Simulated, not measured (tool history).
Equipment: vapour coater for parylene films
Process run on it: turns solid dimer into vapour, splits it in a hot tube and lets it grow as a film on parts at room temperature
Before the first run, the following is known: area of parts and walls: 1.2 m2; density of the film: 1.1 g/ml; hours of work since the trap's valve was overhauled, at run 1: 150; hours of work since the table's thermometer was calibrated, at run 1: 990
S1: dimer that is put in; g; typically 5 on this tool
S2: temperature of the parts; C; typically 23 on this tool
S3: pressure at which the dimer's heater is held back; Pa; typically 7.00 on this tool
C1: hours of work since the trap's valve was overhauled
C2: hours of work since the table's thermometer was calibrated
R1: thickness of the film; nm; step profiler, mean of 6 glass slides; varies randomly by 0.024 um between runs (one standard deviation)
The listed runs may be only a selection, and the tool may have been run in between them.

Run 1, hour 0.0: usual settings; C1 150; C2 990. Result: R1 1650 nm.
Run 2, hour 17.4: usual settings but S3 4.36 Pa; C1 162; C2 1002. Result: R1 1730 nm.
Run 3, hour 48.6: usual settings; C1 184; C2 1024. Result: R1 1580 nm.
Run 4, hour 88.7: usual settings but S1 3 g; C1 212; C2 1052. Result: R1 930 nm.
Run 5, hour 126.5: usual settings but S1 3 g; C1 238; C2 1078. Result: R1 950 nm.
Run 6, hour 151.5: usual settings but S1 3 g; C1 256; C2 1095. Result: R1 940 nm.
Run 7, hour 184.0: usual settings but S1 3 g; C1 278; C2 1118. Result: R1 920 nm.
Run 8, hour 216.0: usual settings but S1 3 g; C1 300; C2 1140. Result: R1 920 nm.
Run 9, hour 243.1: usual settings but S1 3 g; C1 319; C2 1159. Result: R1 860 nm.
Run 10, hour 278.9: usual settings but S1 2 g; C1 344; C2 1184. Result: R1 580 nm.
Run 11, hour 295.5: usual settings but S1 4 g; C1 356; C2 1195. Result: R1 1180 nm.
Run 12, hour 318.0: usual settings but S1 4 g; C1 371; C2 1211. Result: R1 1190 nm.
Run 13, hour 356.0: usual settings but S1 4 g; C1 398; C2 1237. Result: R1 1210 nm.
Run 14, hour 380.6: usual settings but S1 4 g, S2 32 C; C1 415; C2 1255. Result: R1 720 nm.
Run 15, hour 406.3: usual settings but S1 4 g, S2 32 C; C1 433; C2 1272. Result: R1 750 nm.
Run 16, hour 446.4: usual settings but S1 4 g, S2 32 C; C1 461; C2 1300. Result: R1 770 nm.
Run 17, hour 470.3: usual settings but S1 4 g, S2 32 C; C1 477; C2 1317. Result: R1 780 nm.
Run 18, hour 490.4: usual settings but S1 4 g, S2 32 C; C1 491; C2 1331. Result: R1 750 nm.
Run 19, hour 520.6: usual settings but S2 19 C, S3 11.55 Pa; C1 512; C2 1352. Result: R1 1570 nm.
Run 20, hour 542.1: usual settings but S2 19 C, S3 11.55 Pa; C1 527; C2 1367. Result: R1 1610 nm.
Run 21, hour 570.9: usual settings but S2 19 C, S3 11.55 Pa; C1 547; C2 1387. Result: R1 1610 nm.
Run 22, hour 594.9: usual settings but S1 6 g, S2 25 C, S3 8.80 Pa; C1 564; C2 1404. Result: R1 1500 nm.
Run 23, hour 618.6: usual settings but S1 4 g, S2 34 C, S3 9.27 Pa; C1 580; C2 1420. Result: R1 620 nm.
Run 24, hour 641.1: usual settings but S1 4 g, S2 34 C, S3 9.27 Pa; C1 596; C2 1436. Result: R1 610 nm.
Run 25, hour 675.2: usual settings but S1 4 g, S2 21 C; C1 620; C2 1459. Result: R1 1270 nm.
At hour 681.4: trap's valve overhauled.
Run 26, hour 717.9: usual settings but S1 4 g, S2 21 C; C1 25; C2 1486. Result: R1 1430 nm.

Each row is a separate what-if for the run after 26, all from the same tool condition, not one after another. Results?
Run A, hour 735.7: usual settings but S1 2 g, S2 17 C; C1 38; C2 1499. Result: R1 ?.
Run B, hour 735.7: usual settings but S1 9 g, S2 21 C, S3 4.63 Pa; C1 38; C2 1499. Result: R1 ?.
Run C, hour 735.7: usual settings but S1 4 g, S2 25 C; C1 38; C2 1499. Result: R1 ?.

run    R1
  A   830
  B  3390
  C  1160
Without the tool's unlogged condition, the same runs would have read:
run    R1
  A   850
  B  3480
  C  1190
